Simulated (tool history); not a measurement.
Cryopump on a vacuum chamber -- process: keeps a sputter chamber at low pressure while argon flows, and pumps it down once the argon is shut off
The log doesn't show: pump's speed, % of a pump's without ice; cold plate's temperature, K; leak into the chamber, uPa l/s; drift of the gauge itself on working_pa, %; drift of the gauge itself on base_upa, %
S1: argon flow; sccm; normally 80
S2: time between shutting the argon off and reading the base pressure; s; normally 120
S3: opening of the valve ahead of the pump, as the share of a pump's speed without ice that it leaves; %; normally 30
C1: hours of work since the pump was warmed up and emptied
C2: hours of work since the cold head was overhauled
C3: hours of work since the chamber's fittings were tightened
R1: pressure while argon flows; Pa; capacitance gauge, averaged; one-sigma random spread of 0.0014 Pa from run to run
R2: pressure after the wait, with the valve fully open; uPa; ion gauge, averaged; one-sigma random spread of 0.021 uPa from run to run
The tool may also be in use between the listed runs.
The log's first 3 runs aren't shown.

run     day   S1   S2  S3   C1    C2    C3      R1    R2
  4   3.829  158  120  30  305  1247  1423  0.6903  3.25
  5   4.629   80  120  41  320  1262  1438  0.2589  3.36
      5.112  -- leaking fittings of the chamber tightened, without venting
  6   5.829   80  120  41  340  1283    13    0.26  0.58
  7   7.292   80  120  41  367  1310    40  0.2607  0.63
  8   8.942   80  120  30  398  1340    71   0.351  0.69
  9   9.812   80  120  30  414  1357    87   0.355  0.69
 10  10.733   80  120  30  431  1374   104  0.3542  0.74
 11  12.492   80  107  30  464  1406   136  0.3522  0.82
 12  13.442   80  120  30  481  1424   154  0.3584  0.87
 13    14.3   80  120  25  497  1440   170  0.4217  0.93
 14  15.321   89  120  25  516  1458   189  0.4699  0.93
 15  16.958   89  120  25  546  1489   219  0.4728     1
 16  17.796   44  120  25  562  1504   235   0.233  1.04
 17  18.612   44  120  25  577  1519   250  0.2341  1.09
 18  19.862  111  234  24  600  1542   273  0.6142  1.08
 19  21.321  111  234  24  627  1569   300  0.6207  1.14
 20    22.4  103   49  19  647  1589   320  0.7188  1.62
 21  24.017   80   20  30  677  1619   350  0.3612  2.49
 22  24.746   80   20  30  690  1633   363  0.3631  2.57
 23  25.638   48   77  30  707  1649   379  0.2202  1.53
 24  26.396  102   93  21  721  1663   394  0.6507  1.49
 25  27.462   54  120  30  740  1683   413  0.2494   1.5
 26  29.225   43  199  26  773  1715   446  0.2255  1.51
 27  30.225   43  199  26  791  1734   464   0.228  1.57
 28  31.642   43  199  26  818  1760   490  0.2265  1.62

Estimate the outcome of run 29 from the log above:
 29  33.183  80  81  37  846  1789  519   ?   ?

Run 29 yielded R1 0.3094 Pa, R2 1.94 uPa.
With the hidden condition absent and the run-to-run variation left alone, this run would have shown R1 0.2725 Pa, R2 0.57 uPa.

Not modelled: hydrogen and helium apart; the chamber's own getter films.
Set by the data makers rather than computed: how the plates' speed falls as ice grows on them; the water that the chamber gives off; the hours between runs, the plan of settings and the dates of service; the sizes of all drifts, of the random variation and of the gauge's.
